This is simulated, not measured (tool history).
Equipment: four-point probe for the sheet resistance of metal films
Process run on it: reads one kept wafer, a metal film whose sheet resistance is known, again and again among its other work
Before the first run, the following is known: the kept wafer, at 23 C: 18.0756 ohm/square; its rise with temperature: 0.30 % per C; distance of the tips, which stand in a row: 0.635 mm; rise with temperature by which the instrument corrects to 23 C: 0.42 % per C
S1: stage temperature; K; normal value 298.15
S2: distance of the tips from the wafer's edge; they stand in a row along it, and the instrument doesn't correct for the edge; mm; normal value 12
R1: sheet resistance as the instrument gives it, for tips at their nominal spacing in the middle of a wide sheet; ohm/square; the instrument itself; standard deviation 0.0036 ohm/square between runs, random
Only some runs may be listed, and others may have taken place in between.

| run | hour | S1 | S2 | R1 |
|---|---|---|---|---|
| 1 | 0 | 298.15 | 12 | 18.057464 |
| 2 | 49.3 | 298.15 | 12 | 18.055681 |
| 3 | 85.7 | 298.15 | 12 | 18.059119 |
| 4 | 134.4 | 298.15 | 9 | 18.083613 |
| 5 | 204 | 298.15 | 12 | 18.055086 |
| 6 | 243.5 | 298.15 | 52 | 18.032256 |
| 7 | 284.1 | 298.15 | 12 | 18.054954 |
| 8 | 332.4 | 298.15 | 12 | 18.059282 |
| 9 | 386.9 | 298.15 | 12 | 18.059842 |
| 10 | 470.9 | 298.15 | 12 | 18.060244 |
| 11 | 561.4 | 298.15 | 12 | 18.057649 |
| 12 | 638.6 | 298.15 | 12 | 18.059418 |
| 13 | 687.3 | 298.15 | 9 | 18.081986 |
| 14 | 735.4 | 298.15 | 9 | 18.079708 |
| 15 | 806.1 | 298.15 | 9 | 18.079867 |
|  | 848.6 | stage's thermometer calibrated |
| 16 | 872.5 | 298.15 | 9 | 18.07812 |
| 17 | 956.5 | 298.15 | 9 | 18.083513 |
| 18 | 997.7 | 298.15 | 11 | 18.062339 |
| 19 | 1065.9 | 294.15 | 11 | 18.14674 |
| 20 | 1139.6 | 294.15 | 11 | 18.151628 |
| 21 | 1177 | 294.15 | 11 | 18.150151 |
| 22 | 1217.9 | 298.15 | 12 | 18.054306 |
| 23 | 1267.7 | 298.15 | 43 | 18.037849 |
| 24 | 1350.5 | 300.15 | 12 | 18.015375 |
| 25 | 1402 | 298.15 | 29 | 18.035685 |
| 26 | 1477.8 | 296.15 | 12 | 18.098423 |
| 27 | 1557.7 | 296.15 | 12 | 18.106119 |
| 28 | 1632.8 | 292.15 | 42 | 18.16505 |
| 29 | 1712.9 | 292.15 | 42 | 18.164285 |
| 30 | 1783.4 | 301.15 | 4 | 18.213083 |
| 31 | 1828.9 | 291.15 | 32 | 18.187675 |
| 32 | 1866.4 | 291.15 | 32 | 18.183703 |
| 33 | 1911.6 | 299.15 | 16 | 18.025816 |
| 34 | 1998.9 | 301.15 | 16 | 17.987542 |
| 35 | 2078.1 | 301.15 | 16 | 17.988373 |
| 36 | 2125.9 | 302.15 | 7 | 18.02882 |
| 37 | 2196.8 | 295.15 | 22 | 18.102832 |
| 38 | 2285.1 | 300.15 | 14 | 18.006222 |
| 39 | 2359 | 300.15 | 18 | 18.004514 |
| 40 | 2396.3 | 300.15 | 18 | 18.00792 |
| 41 | 2479.6 | 300.15 | 18 | 18.005299 |
| 42 | 2558.6 | 296.15 | 59 | 18.079737 |
| 43 | 2608 | 292.15 | 5 | 18.318877 |
| 44 | 2680.1 | 292.15 | 5 | 18.318228 |
| 45 | 2717.5 | 298.15 | 19 | 18.043568 |

Alternative continuations, all from the tool just after run 45; predict every row:
| A | 2793.1 | 305.15 | 5 | ? |
| B | 2793.1 | 294.15 | 7 | ? |
| C | 2793.1 | 293.15 | 23 | ? |
| D | 2793.1 | 294.15 | 9 | ? |

| run | R1 |
|---|---|
| A | 18.038353 |
| B | 18.198517 |
| C | 18.14627 |
| D | 18.168557 |
Had the tool no hidden state, the same runs would have come out as:
| run | R1 |
|---|---|
| A | 18.040154 |
| B | 18.20033 |
| C | 18.148078 |
| D | 18.170368 |

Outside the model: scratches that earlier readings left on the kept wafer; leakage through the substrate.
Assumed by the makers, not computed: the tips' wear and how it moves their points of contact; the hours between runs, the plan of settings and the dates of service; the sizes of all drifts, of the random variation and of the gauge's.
